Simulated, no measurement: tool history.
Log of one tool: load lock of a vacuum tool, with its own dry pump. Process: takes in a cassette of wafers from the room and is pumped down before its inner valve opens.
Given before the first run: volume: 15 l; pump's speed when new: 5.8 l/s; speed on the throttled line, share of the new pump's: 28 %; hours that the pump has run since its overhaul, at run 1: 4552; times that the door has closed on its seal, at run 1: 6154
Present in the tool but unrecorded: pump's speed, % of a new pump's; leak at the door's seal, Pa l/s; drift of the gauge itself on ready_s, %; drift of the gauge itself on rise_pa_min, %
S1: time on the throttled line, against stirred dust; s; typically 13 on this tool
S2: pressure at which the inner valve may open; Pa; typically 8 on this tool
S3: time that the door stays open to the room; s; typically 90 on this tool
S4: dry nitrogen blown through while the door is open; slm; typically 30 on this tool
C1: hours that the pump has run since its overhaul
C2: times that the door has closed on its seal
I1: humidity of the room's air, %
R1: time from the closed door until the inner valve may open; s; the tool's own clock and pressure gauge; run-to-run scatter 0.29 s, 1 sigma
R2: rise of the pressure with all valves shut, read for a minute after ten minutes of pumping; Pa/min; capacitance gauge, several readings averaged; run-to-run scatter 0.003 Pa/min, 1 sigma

Run 1, hour 0.0: usual settings; C1 4552; C2 6154; I1 44.1. Result: R1 34.8 s, R2 0.068 Pa/min.
Run 2, hour 190.9: usual settings; C1 4743; C2 6593; I1 41.3. Result: R1 35.0 s, R2 0.067 Pa/min.
Run 3, hour 282.4: usual settings; C1 4834; C2 6803; I1 46.2. Result: R1 35.1 s, R2 0.070 Pa/min.
Run 4, hour 387.5: usual settings; C1 4940; C2 7045; I1 45.7. Result: R1 35.2 s, R2 0.072 Pa/min.
Run 5, hour 554.1: usual settings; C1 5106; C2 7427; I1 44.5. Result: R1 35.2 s, R2 0.076 Pa/min.
Run 6, hour 700.5: usual settings but S4 15 slm; C1 5253; C2 7763; I1 44.6. Result: R1 35.3 s, R2 0.091 Pa/min.
Run 7, hour 890.5: usual settings but S4 15 slm; C1 5443; C2 8200; I1 45.8. Result: R1 35.5 s, R2 0.097 Pa/min.
Run 8, hour 1006.9: usual settings but S4 15 slm; C1 5559; C2 8467; I1 45.2. Result: R1 35.0 s, R2 0.095 Pa/min.
Run 9, hour 1121.8: usual settings but S4 15 slm; C1 5674; C2 8731; I1 42.1. Result: R1 35.7 s, R2 0.095 Pa/min.
Run 10, hour 1271.8: usual settings but S4 15 slm; C1 5824; C2 9076; I1 44.7. Result: R1 35.3 s, R2 0.098 Pa/min.
Run 11, hour 1455.0: usual settings; C1 6007; C2 9496; I1 45.1. Result: R1 35.4 s, R2 0.079 Pa/min.
Run 12, hour 1625.7: usual settings; C1 6178; C2 9889; I1 44.1. Result: R1 35.5 s, R2 0.078 Pa/min.
Run 13, hour 1787.0: usual settings but S1 14 s, S4 15 slm; C1 6339; C2 10259; I1 43.0. Result: R1 36.3 s, R2 0.095 Pa/min.

What does the tool deliver on the next run?
Run 14, hour 1945.6: usual settings but S1 21 s, S2 13 Pa, S3 34 s, S4 7 slm; C1 6498; C2 10623; I1 44.8. Result: R1 ?, R2 ?.

{"run 14": {"R1": 39.7, "R2": 0.097}}
Were there no unlogged condition in the tool, this run, its random variation unchanged, would have produced R1 38.5 s, R2 0.065 Pa/min.

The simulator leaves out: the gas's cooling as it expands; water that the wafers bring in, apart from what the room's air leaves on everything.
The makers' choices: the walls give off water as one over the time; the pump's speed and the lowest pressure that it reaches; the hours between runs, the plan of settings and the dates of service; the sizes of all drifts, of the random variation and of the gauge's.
